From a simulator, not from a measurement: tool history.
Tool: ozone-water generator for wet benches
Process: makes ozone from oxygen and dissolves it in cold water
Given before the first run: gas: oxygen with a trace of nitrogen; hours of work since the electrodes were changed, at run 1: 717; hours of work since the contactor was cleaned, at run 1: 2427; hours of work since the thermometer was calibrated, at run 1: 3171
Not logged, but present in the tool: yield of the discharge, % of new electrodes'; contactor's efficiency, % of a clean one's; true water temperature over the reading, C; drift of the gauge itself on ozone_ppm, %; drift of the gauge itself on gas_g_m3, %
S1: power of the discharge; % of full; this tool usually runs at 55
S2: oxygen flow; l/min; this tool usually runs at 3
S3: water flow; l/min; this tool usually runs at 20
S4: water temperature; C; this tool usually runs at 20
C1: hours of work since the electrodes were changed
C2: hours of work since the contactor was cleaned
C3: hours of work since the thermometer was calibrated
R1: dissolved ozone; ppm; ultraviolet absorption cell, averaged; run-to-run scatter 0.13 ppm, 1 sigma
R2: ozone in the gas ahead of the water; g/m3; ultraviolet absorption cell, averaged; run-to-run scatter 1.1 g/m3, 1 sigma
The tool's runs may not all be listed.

run,hour,S1,S2,S3,S4,C1,C2,C3,R1,R2
1,0,55,3,20,20,717,2427,3171,15.2,200.8
2,50.9,55,3,20,20,749,2460,3204,15,196.3
3,85.8,55,3,20,13,772,2483,3226,16.2,198.5
4,154.4,61,3,20,20,816,2527,3271,16.6,218.3
5,236.8,61,3,20,20,870,2580,3324,16.8,219.6
6,279.8,61,3,20,20,898,2608,3352,16.2,217.5
7,346,61,3,20,20,940,2651,3395,16.4,217.9
8,398.7,61,3,20,20,974,2685,3429,16.7,215.7
9,477.2,61,3,20,20,1025,2736,3480,16.8,215.4
10,557.4,61,3,20,20,1077,2788,3531,16.6,216.2
# hour 561.7: water thermometer calibrated
11,608.2,55,4.28,20,20,1110,2820,30,16.1,167.4
12,662.7,55,3,20,20,1145,2856,65,15,195.8
13,705,55,3,20,20,1172,2883,93,15.1,194
14,743.2,55,3,20,26,1197,2908,117,14.2,196.2
15,795.9,55,3,20,26,1231,2942,152,14,196.1
16,866.8,55,3,20,26,1277,2988,197,14.3,192.2
17,925.1,55,3,20,26,1315,3025,235,14.2,194.9

What does the tool deliver on the next run?
18,992.9,93,2.34,12,21,1358,3069,279,?,?

{"run 18": {"R1": 34.9, "R2": 354.1}}
With no hidden state in the tool, this same run would have given R1 35 ppm, R2 364.2 g/m3.
